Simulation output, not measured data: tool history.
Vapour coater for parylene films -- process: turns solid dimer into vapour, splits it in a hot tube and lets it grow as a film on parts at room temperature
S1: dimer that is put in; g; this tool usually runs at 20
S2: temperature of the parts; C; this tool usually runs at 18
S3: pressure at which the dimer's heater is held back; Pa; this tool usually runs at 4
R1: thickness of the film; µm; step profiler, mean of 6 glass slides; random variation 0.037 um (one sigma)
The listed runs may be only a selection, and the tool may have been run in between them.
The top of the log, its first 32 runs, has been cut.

Run 33, hour 951.5: usual settings but S1 31 g, S2 17 C, S3 2.84 Pa. Result: R1 6.43 µm.
Run 34, hour 968.8: usual settings but S1 31 g, S2 17 C, S3 2.84 Pa. Result: R1 6.5 µm.
Run 35, hour 1002.7: usual settings but S1 9 g, S3 2.36 Pa. Result: R1 1.88 µm.
Run 36, hour 1028.9: usual settings but S3 9.81 Pa. Result: R1 3.46 µm.
Run 37, hour 1065.9: usual settings but S3 9.81 Pa. Result: R1 3.37 µm.
Run 38, hour 1095.8: usual settings but S3 9.81 Pa. Result: R1 3.45 µm.
Run 39, hour 1114: usual settings but S1 12 g, S2 28 C, S3 7.62 Pa. Result: R1 1.78 µm.
Run 40, hour 1138.9: usual settings but S1 12 g, S2 28 C, S3 7.62 Pa. Result: R1 1.77 µm.
Run 41, hour 1171.9: usual settings but S1 36 g, S2 22 C, S3 4.08 Pa. Result: R1 6.49 µm.
Run 42, hour 1209.2: usual settings but S1 11 g, S2 22 C, S3 6.13 Pa. Result: R1 1.88 µm.
Run 43, hour 1237.2: usual settings but S2 22 C. Result: R1 3.67 µm.

4 ways to go on from here, each from the tool as it stands after run 43. What would each give?
Run A, hour 1253.5: usual settings but S3 2.8 Pa. Result: R1 ?.
Run B, hour 1253.5: usual settings but S1 16 g, S2 22 C. Result: R1 ?.
Run C, hour 1253.5: usual settings but S1 33 g. Result: R1 ?.
Run D, hour 1253.5: usual settings but S1 28 g, S2 14 C, S3 3.78 Pa. Result: R1 ?.

run    R1
  A   4.1
  B  2.93
  C  6.39
  D  5.83
The same runs, with their run-to-run variation unchanged, on a tool lacking any hidden condition would have given:
run    R1
  A  4.12
  B  2.94
  C  6.43
  D  5.87
